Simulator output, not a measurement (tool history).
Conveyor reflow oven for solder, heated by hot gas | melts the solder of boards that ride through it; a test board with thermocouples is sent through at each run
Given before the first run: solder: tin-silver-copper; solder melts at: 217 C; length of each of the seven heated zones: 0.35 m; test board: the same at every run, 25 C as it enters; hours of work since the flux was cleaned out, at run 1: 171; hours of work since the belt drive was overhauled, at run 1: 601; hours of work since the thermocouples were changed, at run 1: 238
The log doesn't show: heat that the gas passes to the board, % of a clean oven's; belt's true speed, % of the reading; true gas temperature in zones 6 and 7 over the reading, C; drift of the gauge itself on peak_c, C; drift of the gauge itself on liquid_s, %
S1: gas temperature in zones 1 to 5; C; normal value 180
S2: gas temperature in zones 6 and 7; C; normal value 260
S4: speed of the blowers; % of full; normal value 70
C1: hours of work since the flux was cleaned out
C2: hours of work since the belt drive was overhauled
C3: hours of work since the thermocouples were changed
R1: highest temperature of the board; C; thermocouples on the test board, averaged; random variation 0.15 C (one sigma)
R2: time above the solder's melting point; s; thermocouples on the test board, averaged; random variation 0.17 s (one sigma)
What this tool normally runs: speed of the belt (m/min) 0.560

run 1 day=0.000 | S1=180 S2=260 speed_of_the_belt_(m/min)=0.560 S4=70 | C1=171 C2=601 C3=238 | R1=245.1 R2=52.3
run 2 day=0.733 | S1=168 S2=260 speed_of_the_belt_(m/min)=0.560 S4=70 | C1=179 C2=609 C3=246 | R1=242.3 R2=46.0
run 3 day=1.562 | S1=168 S2=260 speed_of_the_belt_(m/min)=0.560 S4=70 | C1=188 C2=618 C3=255 | R1=242.5 R2=46.0
run 4 day=2.162 | S1=168 S2=260 speed_of_the_belt_(m/min)=0.560 S4=70 | C1=195 C2=625 C3=262 | R1=242.4 R2=45.9
run 5 day=3.117 | S1=180 S2=260 speed_of_the_belt_(m/min)=0.560 S4=70 | C1=206 C2=636 C3=273 | R1=244.7 R2=52.3
run 6 day=4.346 | S1=180 S2=260 speed_of_the_belt_(m/min)=0.560 S4=70 | C1=220 C2=650 C3=287 | R1=244.3 R2=52.2
run 7 day=4.871 | S1=180 S2=260 speed_of_the_belt_(m/min)=0.560 S4=70 | C1=226 C2=656 C3=293 | R1=244.6 R2=52.2
run 8 day=5.754 | S1=180 S2=260 speed_of_the_belt_(m/min)=0.560 S4=70 | C1=236 C2=665 C3=303 | R1=244.7 R2=52.5
run 9 day=6.846 | S1=180 S2=260 speed_of_the_belt_(m/min)=0.560 S4=70 | C1=248 C2=678 C3=315 | R1=244.4 R2=51.9
run 10 day=7.588 | S1=180 S2=274 speed_of_the_belt_(m/min)=0.560 S4=70 | C1=256 C2=686 C3=323 | R1=256.0 R2=60.5
run 11 day=8.471 | S1=180 S2=274 speed_of_the_belt_(m/min)=0.560 S4=70 | C1=266 C2=696 C3=333 | R1=255.9 R2=60.5
run 12 day=9.346 | S1=180 S2=267 speed_of_the_belt_(m/min)=0.560 S4=70 | C1=276 C2=706 C3=343 | R1=250.4 R2=56.6
run 13 day=9.967 | S1=180 S2=260 speed_of_the_belt_(m/min)=0.560 S4=82 | C1=283 C2=713 C3=350 | R1=246.8 R2=54.6
-- day=10.500 belt drive overhauled, speed set with a stopwatch
run 14 day=11.142 | S1=180 S2=260 speed_of_the_belt_(m/min)=0.560 S4=82 | C1=294 C2=7 C3=361 | R1=246.5 R2=54.3
run 15 day=12.342 | S1=180 S2=260 speed_of_the_belt_(m/min)=0.560 S4=70 | C1=308 C2=21 C3=375 | R1=244.2 R2=51.0
run 16 day=13.146 | S1=180 S2=260 speed_of_the_belt_(m/min)=0.560 S4=70 | C1=317 C2=30 C3=384 | R1=243.9 R2=51.0
run 17 day=13.762 | S1=180 S2=260 speed_of_the_belt_(m/min)=0.560 S4=70 | C1=324 C2=37 C3=391 | R1=243.8 R2=51.0
run 18 day=14.396 | S1=170 S2=250 speed_of_the_belt_(m/min)=0.633 S4=57 | C1=331 C2=44 C3=398 | R1=225.6 R2=18.2
run 19 day=15.300 | S1=170 S2=250 speed_of_the_belt_(m/min)=0.633 S4=57 | C1=341 C2=54 C3=408 | R1=225.6 R2=17.8
run 20 day=16.529 | S1=170 S2=250 speed_of_the_belt_(m/min)=0.633 S4=57 | C1=355 C2=68 C3=422 | R1=225.0 R2=17.8
run 21 day=17.550 | S1=183 S2=257 speed_of_the_belt_(m/min)=0.585 S4=57 | C1=366 C2=79 C3=433 | R1=236.8 R2=41.2
-- day=18.492 flux residue cleaned out of gas plates and filters
run 22 day=18.542 | S1=180 S2=260 speed_of_the_belt_(m/min)=0.521 S4=70 | C1=1 C2=88 C3=442 | R1=247.1 R2=59.1
run 23 day=19.246 | S1=180 S2=260 speed_of_the_belt_(m/min)=0.653 S4=67 | C1=8 C2=96 C3=450 | R1=239.7 R2=39.0
run 24 day=20.450 | S1=171 S2=260 speed_of_the_belt_(m/min)=0.620 S4=70 | C1=22 C2=110 C3=464 | R1=240.1 R2=39.4
run 25 day=21.075 | S1=190 S2=251 speed_of_the_belt_(m/min)=0.620 S4=58 | C1=29 C2=117 C3=471 | R1=234.1 R2=38.5
run 26 day=21.788 | S1=180 S2=260 speed_of_the_belt_(m/min)=0.563 S4=67 | C1=37 C2=125 C3=479 | R1=243.9 R2=51.3
run 27 day=22.717 | S1=180 S2=260 speed_of_the_belt_(m/min)=0.563 S4=67 | C1=47 C2=135 C3=489 | R1=244.1 R2=51.5
run 28 day=23.446 | S1=175 S2=260 speed_of_the_belt_(m/min)=0.639 S4=70 | C1=56 C2=143 C3=497 | R1=240.0 R2=38.9
run 29 day=24.221 | S1=193 S2=275 speed_of_the_belt_(m/min)=0.630 S4=70 | C1=64 C2=152 C3=506 | R1=256.2 R2=58.2
run 30 day=25.262 | S1=180 S2=260 speed_of_the_belt_(m/min)=0.616 S4=82 | C1=76 C2=164 C3=518 | R1=244.7 R2=47.4
run 31 day=26.138 | S1=177 S2=268 speed_of_the_belt_(m/min)=0.570 S4=64 | C1=86 C2=174 C3=528 | R1=248.7 R2=52.7

Here are 3 independent what-if runs from the current tool condition. What would each one return?
run A day=26.842 | S1=177 S2=250 speed_of_the_belt_(m/min)=0.570 S4=51 | C1=94 C2=181 C3=535 | R1=? R2=?
run B day=26.842 | S1=182 S2=260 speed_of_the_belt_(m/min)=0.560 S4=70 | C1=94 C2=181 C3=535 | R1=? R2=?
run C day=26.842 | S1=184 S2=260 speed_of_the_belt_(m/min)=0.542 S4=70 | C1=94 C2=181 C3=535 | R1=? R2=?

run=A R1=229.9 R2=30.5
run=B R1=244.9 R2=53.6
run=C R1=246.4 R2=57.5
Take away the tool's hidden state, keep each run's random variation, and the runs would have read:
run=A R1=230.7 R2=31.7
run=B R1=245.7 R2=54.3
run=C R1=247.2 R2=58.2

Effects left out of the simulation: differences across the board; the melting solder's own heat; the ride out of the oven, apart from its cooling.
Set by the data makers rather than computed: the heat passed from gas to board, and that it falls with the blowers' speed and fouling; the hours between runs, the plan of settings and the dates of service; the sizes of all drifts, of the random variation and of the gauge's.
